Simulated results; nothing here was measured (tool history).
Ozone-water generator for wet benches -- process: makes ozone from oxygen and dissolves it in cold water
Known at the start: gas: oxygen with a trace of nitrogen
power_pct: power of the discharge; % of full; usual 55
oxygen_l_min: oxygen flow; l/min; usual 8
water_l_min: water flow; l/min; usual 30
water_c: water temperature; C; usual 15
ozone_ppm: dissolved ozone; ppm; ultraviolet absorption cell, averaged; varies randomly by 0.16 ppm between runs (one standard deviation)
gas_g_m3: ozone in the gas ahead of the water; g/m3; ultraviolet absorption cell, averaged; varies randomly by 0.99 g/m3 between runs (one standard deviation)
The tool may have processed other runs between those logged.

run 1 hour=0 | power_pct=55 oxygen_l_min=8 water_l_min=30 water_c=15 | ozone_ppm=21.5 gas_g_m3=169.8
run 2 hour=79.6 | power_pct=55 oxygen_l_min=8 water_l_min=30 water_c=15 | ozone_ppm=21.6 gas_g_m3=169.9
run 3 hour=244.9 | power_pct=55 oxygen_l_min=8 water_l_min=30 water_c=15 | ozone_ppm=21.6 gas_g_m3=169.9
run 4 hour=371.4 | power_pct=55 oxygen_l_min=8 water_l_min=30 water_c=15 | ozone_ppm=21.9 gas_g_m3=171.1
run 5 hour=492.8 | power_pct=55 oxygen_l_min=8 water_l_min=30 water_c=15 | ozone_ppm=21.4 gas_g_m3=172.7
run 6 hour=635.1 | power_pct=49 oxygen_l_min=8 water_l_min=30 water_c=15 | ozone_ppm=19.3 gas_g_m3=153.1
run 7 hour=724.9 | power_pct=49 oxygen_l_min=8 water_l_min=30 water_c=15 | ozone_ppm=19.4 gas_g_m3=152.7
run 8 hour=801 | power_pct=49 oxygen_l_min=8 water_l_min=30 water_c=15 | ozone_ppm=19.5 gas_g_m3=154.3
-- hour=875.7 contactor cleaned
run 9 hour=931 | power_pct=55 oxygen_l_min=8 water_l_min=30 water_c=12 | ozone_ppm=22.5 gas_g_m3=171.7
run 10 hour=1077.5 | power_pct=55 oxygen_l_min=8 water_l_min=30 water_c=18 | ozone_ppm=20.8 gas_g_m3=169.4
run 11 hour=1206.4 | power_pct=55 oxygen_l_min=8 water_l_min=30 water_c=18 | ozone_ppm=20.8 gas_g_m3=169.2
run 12 hour=1325.6 | power_pct=55 oxygen_l_min=8 water_l_min=37 water_c=13 | ozone_ppm=18.4 gas_g_m3=171.7

Forecast run 13:
run 13 hour=1493.6 | power_pct=94 oxygen_l_min=6.33 water_l_min=25 water_c=15 | ozone_ppm=? gas_g_m3=?

ozone_ppm: 39.2 ppm
gas_g_m3: 305.6 g/m3
Had the tool carried no hidden state, the very same run would have given ozone_ppm 39.3 ppm, gas_g_m3 306.3 g/m3.

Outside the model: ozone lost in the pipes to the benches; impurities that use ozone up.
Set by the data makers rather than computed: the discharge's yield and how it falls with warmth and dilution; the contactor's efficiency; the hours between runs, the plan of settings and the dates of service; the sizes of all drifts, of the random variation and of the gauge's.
